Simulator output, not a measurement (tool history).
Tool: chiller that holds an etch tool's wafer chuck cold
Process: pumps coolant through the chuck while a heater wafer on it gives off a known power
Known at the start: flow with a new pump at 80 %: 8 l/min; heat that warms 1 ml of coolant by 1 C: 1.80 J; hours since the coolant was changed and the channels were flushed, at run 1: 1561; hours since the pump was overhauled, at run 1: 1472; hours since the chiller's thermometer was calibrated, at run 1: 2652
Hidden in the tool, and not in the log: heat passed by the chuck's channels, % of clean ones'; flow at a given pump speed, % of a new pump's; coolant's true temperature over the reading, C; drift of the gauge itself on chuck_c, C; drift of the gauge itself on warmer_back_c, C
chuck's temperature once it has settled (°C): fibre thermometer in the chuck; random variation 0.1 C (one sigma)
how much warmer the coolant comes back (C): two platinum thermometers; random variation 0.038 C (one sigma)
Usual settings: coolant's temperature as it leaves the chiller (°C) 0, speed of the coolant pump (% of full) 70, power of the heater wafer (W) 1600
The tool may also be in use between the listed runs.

run,day,coolant's temperature as it leaves the chiller (°C),speed of the coolant pump (% of full),power of the heater wafer (W),hours since the coolant was changed and the channels were flushed,hours since the pump was overhauled,hours since the chiller's thermometer was calibrated,chuck's temperature once it has settled (°C),how much warmer the coolant comes back (C)
1,0,0,70,1600,1561,1472,2652,22.9,7.77
2,1.946,-2,70,1600,1607,1519,2699,21,7.82
3,3.012,-2,70,1600,1633,1544,2725,21,7.75
4,4.896,-2,94,1600,1678,1590,2770,16.3,5.87
5,7.029,-2,94,1600,1729,1641,2821,16.3,5.85
6,9.071,-2,94,1600,1778,1690,2870,16.5,5.92
7,11.462,-2,94,1600,1836,1747,2928,16.5,5.95
8,13.517,-2,94,1600,1885,1796,2977,16.5,5.89
9,15.571,-2,94,1600,1934,1846,3026,16.4,5.89
10,17.504,-2,94,1600,1981,1892,3073,16.6,5.88
11,19.096,-2,94,1600,2019,1930,3111,16.6,5.91
12,20.721,-2,94,1600,2058,1969,3150,16.7,5.97
13,22.825,-2,94,1600,2108,2020,3200,16.8,5.91
14,24.883,-2,94,1536,2158,2069,3250,16.1,5.67
15,27.208,-2,94,1536,2214,2125,3305,16.3,5.73
16,29.058,0,70,1600,2258,2169,3350,23.7,7.89
17,30.708,0,70,1600,2298,2209,3389,23.7,7.88
18,32.096,0,72,1600,2331,2242,3423,23.2,7.65
# day 32.325: chiller's thermometer calibrated
19,34.3,-5,75,1107,2383,2294,47,11.1,5.08
20,35.758,-5,75,1107,2418,2329,82,11.2,5.13
# day 36.425: chiller's thermometer calibrated, once more
21,37.238,-5,75,1107,2452,2364,19,10.1,5.11
22,39.121,5,75,805,2498,2409,65,15.8,3.69
23,41.317,5,75,805,2550,2462,117,16,3.73
24,42.492,-8,83,1036,2578,2490,146,5.2,4.37
25,43.588,-8,83,1036,2605,2516,172,5.2,4.37
26,45.454,-8,83,1036,2650,2561,217,5.3,4.35
27,46.675,-8,84,1134,2679,2590,246,6.5,4.69
28,48.088,-8,68,2234,2713,2624,280,25.4,11.39
29,50.096,0,64,1644,2761,2672,328,25.7,8.92
30,51.821,0,64,1644,2802,2714,369,25.8,8.95
31,54.275,0,65,1600,2861,2773,428,24.9,8.57

Forecast each of these 3 alternatives for the next run:
A,55.892,0,65,1616,2900,2811,467,?,?
B,55.892,7,70,1600,2900,2811,467,?,?
C,55.892,8,62,2359,2900,2811,467,?,?

run,chuck's temperature once it has settled (°C),how much warmer the coolant comes back (C)
A,25.3,8.67
B,30.7,7.97
C,46.2,13.22
Without the tool's hidden state the same runs would have given:
run,chuck's temperature once it has settled (°C),how much warmer the coolant comes back (C)
A,23,8.23
B,28.5,7.56
C,42.6,12.54
